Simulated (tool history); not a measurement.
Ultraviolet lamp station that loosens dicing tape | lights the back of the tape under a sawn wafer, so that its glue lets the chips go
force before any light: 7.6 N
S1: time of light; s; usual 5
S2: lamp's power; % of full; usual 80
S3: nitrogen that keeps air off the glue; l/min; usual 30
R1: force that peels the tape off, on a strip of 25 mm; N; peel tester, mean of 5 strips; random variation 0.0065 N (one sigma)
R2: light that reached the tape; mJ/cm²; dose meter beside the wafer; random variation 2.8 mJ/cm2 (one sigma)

{"run": 1, "day": 0.0, "S1": 5, "S2": 80, "S3": 30, "R1": 0.263, "R2": 353}
{"run": 2, "day": 2.9, "S1": 6, "S2": 80, "S3": 30, "R1": 0.177, "R2": 415}
{"run": 3, "day": 5.412, "S1": 5, "S2": 80, "S3": 13, "R1": 0.661, "R2": 343}
{"day": 5.875, "done": "window cleaned of glue's vapour"}
{"run": 4, "day": 7.508, "S1": 3, "S2": 80, "S3": 30, "R1": 0.963, "R2": 197}
{"run": 5, "day": 10.067, "S1": 5, "S2": 80, "S3": 30, "R1": 0.297, "R2": 327}
{"run": 6, "day": 13.075, "S1": 5, "S2": 80, "S3": 30, "R1": 0.326, "R2": 317}
{"run": 7, "day": 16.283, "S1": 5, "S2": 80, "S3": 30, "R1": 0.347, "R2": 311}
{"run": 8, "day": 18.575, "S1": 5, "S2": 80, "S3": 30, "R1": 0.363, "R2": 310}
{"run": 9, "day": 21.967, "S1": 5, "S2": 80, "S3": 30, "R1": 0.364, "R2": 301}

Run 10 comes next. What will it give?
{"run": 10, "day": 25.542, "S1": 5, "S2": 80, "S3": 30, "R1": "?", "R2": "?"}

Run 10 gave R1 0.400 N, R2 292 mJ/cm².
Without the tool's hidden state the same run would have given R1 0.202 N, R2 382 mJ/cm².
